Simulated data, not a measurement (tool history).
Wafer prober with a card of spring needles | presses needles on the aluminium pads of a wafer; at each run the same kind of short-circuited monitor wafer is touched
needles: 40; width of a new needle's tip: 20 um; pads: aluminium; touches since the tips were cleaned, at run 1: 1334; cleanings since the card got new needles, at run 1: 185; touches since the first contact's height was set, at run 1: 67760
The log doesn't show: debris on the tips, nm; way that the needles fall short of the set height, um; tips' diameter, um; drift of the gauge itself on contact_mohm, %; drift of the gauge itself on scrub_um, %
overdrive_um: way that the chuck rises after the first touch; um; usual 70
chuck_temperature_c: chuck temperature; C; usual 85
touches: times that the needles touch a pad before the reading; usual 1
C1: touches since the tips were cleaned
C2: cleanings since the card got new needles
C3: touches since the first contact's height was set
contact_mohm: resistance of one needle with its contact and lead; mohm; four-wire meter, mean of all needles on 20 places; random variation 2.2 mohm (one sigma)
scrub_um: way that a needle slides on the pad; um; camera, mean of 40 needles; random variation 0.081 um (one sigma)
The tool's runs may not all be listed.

Run 1, day 0: usual settings; C1 1334; C2 185; C3 67760. Result: contact_mohm 271 mohm, scrub_um 8.75 um.
At day 0.367: tips cleaned on abrasive film.
At day 0.975: tips cleaned on abrasive film.
At day 1.583: tips cleaned on abrasive film.
At day 2.192: tips cleaned on abrasive film.
At day 2.679: tips cleaned on abrasive film.
At day 3.262: tips cleaned on abrasive film.
Run 2, day 3.262: usual settings but overdrive_um 86 um; C1 0; C2 191; C3 92847. Result: contact_mohm 250 mohm, scrub_um 10.63 um.
At day 3.871: tips cleaned on abrasive film.
At day 4.479: tips cleaned on abrasive film.
At day 5.088: tips cleaned on abrasive film.
At day 5.696: tips cleaned on abrasive film.
At day 6.183: tips cleaned on abrasive film.
Run 3, day 6.467: usual settings but touches 2; C1 2195; C2 196; C3 117496. Result: contact_mohm 272 mohm, scrub_um 8.66 um.
At day 6.712: tips cleaned on abrasive film.
At day 7.2: tips cleaned on abrasive film.
At day 7.808: tips cleaned on abrasive film.
Run 4, day 8.242: usual settings but touches 2; C1 3353; C2 199; C3 131141. Result: contact_mohm 279 mohm, scrub_um 8.53 um.
At day 8.367: tips cleaned on abrasive film.
At day 8.975: tips cleaned on abrasive film.
At day 9.583: tips cleaned on abrasive film.
At day 10.192: tips cleaned on abrasive film.
At day 10.8: tips cleaned on abrasive film.
Run 5, day 10.9: usual settings but chuck_temperature_c 31 C; C1 771; C2 204; C3 151560. Result: contact_mohm 250 mohm, scrub_um 8.6 um.
At day 11.388: tips cleaned on abrasive film.
At day 11.996: tips cleaned on abrasive film.
At day 12.604: tips cleaned on abrasive film.
Run 6, day 12.933: usual settings but chuck_temperature_c 31 C; C1 2567; C2 207; C3 167225. Result: contact_mohm 288 mohm, scrub_um 8.43 um.
At day 13.179: tips cleaned on abrasive film.
At day 13.788: tips cleaned on abrasive film.
At day 14.396: tips cleaned on abrasive film.
At day 15.004: tips cleaned on abrasive film.
At day 15.492: tips cleaned on abrasive film.
At day 15.992: tips cleaned on abrasive film.
Run 7, day 15.992: usual settings but overdrive_um 81 um; C1 0; C2 213; C3 190725. Result: contact_mohm 252 mohm, scrub_um 9.75 um.
At day 16.6: tips cleaned on abrasive film.
At day 17.208: tips cleaned on abrasive film.
At day 17.817: tips cleaned on abrasive film.
At day 18.425: tips cleaned on abrasive film.
At day 18.912: tips cleaned on abrasive film.
Run 8, day 19.212: usual settings but overdrive_um 81 um; C1 2326; C2 218; C3 215500. Result: contact_mohm 280 mohm, scrub_um 9.82 um.
At day 19.458: tips cleaned on abrasive film.
At day 19.946: tips cleaned on abrasive film.
At day 20.554: tips cleaned on abrasive film.
At day 21.042: tips cleaned on abrasive film.
At day 21.65: tips cleaned on abrasive film.
At day 22.258: tips cleaned on abrasive film.
At day 22.817: tips cleaned on abrasive film.
Run 9, day 22.817: usual settings but overdrive_um 52 um; C1 0; C2 225; C3 243196. Result: contact_mohm 267 mohm, scrub_um 6.06 um.
At day 23.304: tips cleaned on abrasive film.
At day 23.317: height of the first contact set anew.
At day 23.925: tips cleaned on abrasive film.
At day 24.533: tips cleaned on abrasive film.
At day 25.142: tips cleaned on abrasive film.
Run 10, day 25.308: usual settings but overdrive_um 74 um, chuck_temperature_c 67 C, touches 3; C1 1282; C2 229; C3 15315. Result: contact_mohm 249 mohm, scrub_um 9.43 um.
At day 25.675: tips cleaned on abrasive film.
At day 26.162: tips cleaned on abrasive film.
At day 26.771: tips cleaned on abrasive film.
At day 27.258: tips cleaned on abrasive film.
Run 11, day 27.604: usual settings but overdrive_um 71 um, chuck_temperature_c 26 C, touches 3; C1 2685; C2 233; C3 32970. Result: contact_mohm 255 mohm, scrub_um 8.88 um.
At day 27.85: tips cleaned on abrasive film.
At day 28.458: tips cleaned on abrasive film.
At day 29.067: tips cleaned on abrasive film.
At day 29.675: tips cleaned on abrasive film.
At day 30.225: tips cleaned on abrasive film.
Run 12, day 30.225: usual settings but overdrive_um 61 um, chuck_temperature_c 58 C, touches 2; C1 0; C2 238; C3 53123. Result: contact_mohm 249 mohm, scrub_um 7.62 um.
At day 30.712: tips cleaned on abrasive film.
At day 31.2: tips cleaned on abrasive film.
At day 31.808: tips cleaned on abrasive film.
At day 32.296: tips cleaned on abrasive film.
At day 32.904: tips cleaned on abrasive film.
At day 33.512: tips cleaned on abrasive film.
Run 13, day 33.925: usual settings but overdrive_um 61 um, chuck_temperature_c 58 C, touches 2; C1 3196; C2 244; C3 81581. Result: contact_mohm 287 mohm, scrub_um 7.41 um.
At day 34.05: tips cleaned on abrasive film.
At day 34.658: tips cleaned on abrasive film.
At day 35.146: tips cleaned on abrasive film.
At day 35.754: tips cleaned on abrasive film.
At day 36.242: tips cleaned on abrasive film.
At day 36.85: tips cleaned on abrasive film.
Run 14, day 36.946: usual settings but overdrive_um 86 um, chuck_temperature_c 76 C, touches 2; C1 729; C2 250; C3 104765. Result: contact_mohm 250 mohm, scrub_um 10.66 um.
At day 37.433: tips cleaned on abrasive film.
At day 38.042: tips cleaned on abrasive film.
At day 38.65: tips cleaned on abrasive film.
Run 15, day 38.95: usual settings but overdrive_um 59 um, chuck_temperature_c 84 C, touches 2; C1 2324; C2 253; C3 120187. Result: contact_mohm 293 mohm, scrub_um 7.24 um.
At day 39.196: tips cleaned on abrasive film.
At day 39.679: tips cleaned on abrasive film.
At day 40.288: tips cleaned on abrasive film.
At day 40.896: tips cleaned on abrasive film.
At day 41.504: tips cleaned on abrasive film.
At day 41.992: tips cleaned on abrasive film.
Run 16, day 42.425: usual settings but overdrive_um 59 um, chuck_temperature_c 84 C, touches 2; C1 3354; C2 259; C3 146931. Result: contact_mohm 306 mohm, scrub_um 7.19 um.
At day 42.55: tips cleaned on abrasive film.
At day 43.038: tips cleaned on abrasive film.
At day 43.646: tips cleaned on abrasive film.
At day 44.254: tips cleaned on abrasive film.
At day 44.862: tips cleaned on abrasive film.
At day 45.35: tips cleaned on abrasive film.
Run 17, day 45.621: usual settings but chuck_temperature_c 28 C; C1 2109; C2 265; C3 171493. Result: contact_mohm 281 mohm, scrub_um 8.36 um.
At day 45.867: tips cleaned on abrasive film.
At day 46.475: tips cleaned on abrasive film.
At day 47.083: tips cleaned on abrasive film.
At day 47.692: tips cleaned on abrasive film.
At day 48.3: tips cleaned on abrasive film.
At day 48.908: tips cleaned on abrasive film.
Run 18, day 49.258: usual settings but overdrive_um 82 um; C1 2697; C2 271; C3 199450. Result: contact_mohm 291 mohm, scrub_um 9.89 um.

3 ways to go on from here, each from the tool as it stands after run 18. What would each give?
At day 49.504: tips cleaned on abrasive film.
At day 50.112: tips cleaned on abrasive film.
At day 50.721: tips cleaned on abrasive film.
At day 51.329: tips cleaned on abrasive film.
At day 51.933: tips cleaned on abrasive film.
Run A, day 52.021: usual settings but overdrive_um 89 um, chuck_temperature_c 46 C, touches 2; C1 668; C2 276; C3 220700. Result: contact_mohm ?, scrub_um ?.
At day 49.504: tips cleaned on abrasive film.
At day 50.112: tips cleaned on abrasive film.
At day 50.721: tips cleaned on abrasive film.
At day 51.329: tips cleaned on abrasive film.
At day 51.933: tips cleaned on abrasive film.
Run B, day 52.021: usual settings but overdrive_um 62 um, chuck_temperature_c 32 C; C1 668; C2 276; C3 220700. Result: contact_mohm ?, scrub_um ?.
At day 49.504: tips cleaned on abrasive film.
At day 50.112: tips cleaned on abrasive film.
At day 50.721: tips cleaned on abrasive film.
At day 51.329: tips cleaned on abrasive film.
At day 51.933: tips cleaned on abrasive film.
Run C, day 52.021: usual settings but overdrive_um 82 um, chuck_temperature_c 53 C, touches 2; C1 668; C2 276; C3 220700. Result: contact_mohm ?, scrub_um ?.

run  contact_mohm  scrub_um
  A           245     10.79
  B           269      7.34
  C           254      9.82
Without the tool's hidden state the same runs would have given:
run  contact_mohm  scrub_um
  A           231     11.32
  B           227      7.87
  C           238     10.35
